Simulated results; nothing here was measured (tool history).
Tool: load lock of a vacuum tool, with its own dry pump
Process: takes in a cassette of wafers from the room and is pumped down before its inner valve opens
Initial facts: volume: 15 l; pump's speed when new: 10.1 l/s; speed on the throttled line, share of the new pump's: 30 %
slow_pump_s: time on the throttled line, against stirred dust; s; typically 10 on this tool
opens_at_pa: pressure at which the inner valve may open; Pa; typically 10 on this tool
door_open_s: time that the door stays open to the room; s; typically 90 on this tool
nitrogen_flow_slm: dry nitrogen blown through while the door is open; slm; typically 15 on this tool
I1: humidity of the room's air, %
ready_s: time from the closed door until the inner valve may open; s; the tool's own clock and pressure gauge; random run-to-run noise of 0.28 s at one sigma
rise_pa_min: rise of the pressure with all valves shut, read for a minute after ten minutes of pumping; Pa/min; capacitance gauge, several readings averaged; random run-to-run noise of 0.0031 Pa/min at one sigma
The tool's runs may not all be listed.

run 1 hour=0 | slow_pump_s=10 opens_at_pa=10 door_open_s=90 nitrogen_flow_slm=15 | I1=47.9 | ready_s=21.4 rise_pa_min=0.163
run 2 hour=260.1 | slow_pump_s=10 opens_at_pa=10 door_open_s=90 nitrogen_flow_slm=15 | I1=43.7 | ready_s=22.1 rise_pa_min=0.166
run 3 hour=464.4 | slow_pump_s=10 opens_at_pa=10 door_open_s=90 nitrogen_flow_slm=15 | I1=45.1 | ready_s=22.1 rise_pa_min=0.175
run 4 hour=733.1 | slow_pump_s=10 opens_at_pa=10 door_open_s=90 nitrogen_flow_slm=14 | I1=47.8 | ready_s=22.3 rise_pa_min=0.179
run 5 hour=1080.5 | slow_pump_s=10 opens_at_pa=10 door_open_s=90 nitrogen_flow_slm=14 | I1=43 | ready_s=21.5 rise_pa_min=0.188
run 6 hour=1314 | slow_pump_s=10 opens_at_pa=10 door_open_s=90 nitrogen_flow_slm=15 | I1=43.9 | ready_s=21.3 rise_pa_min=0.195
run 7 hour=1591.3 | slow_pump_s=10 opens_at_pa=10 door_open_s=90 nitrogen_flow_slm=15 | I1=44.9 | ready_s=22 rise_pa_min=0.205
run 8 hour=1958.2 | slow_pump_s=10 opens_at_pa=10 door_open_s=90 nitrogen_flow_slm=15 | I1=45 | ready_s=22.2 rise_pa_min=0.223
run 9 hour=2152.7 | slow_pump_s=10 opens_at_pa=10 door_open_s=90 nitrogen_flow_slm=15 | I1=45.7 | ready_s=21.9 rise_pa_min=0.231
run 10 hour=2362.4 | slow_pump_s=10 opens_at_pa=10 door_open_s=90 nitrogen_flow_slm=15 | I1=48.3 | ready_s=22 rise_pa_min=0.241

Expected results for the next run?
run 11 hour=2603.3 | slow_pump_s=10 opens_at_pa=7 door_open_s=28 nitrogen_flow_slm=14 | I1=42.1 | ready_s=? rise_pa_min=?

{"run 11": {"ready_s": 22.7, "rise_pa_min": 0.218}}
Take away the tool's hidden state, keep the run-to-run variation as it was, and the same run would have given ready_s 21.2 s, rise_pa_min 0.026 Pa/min.
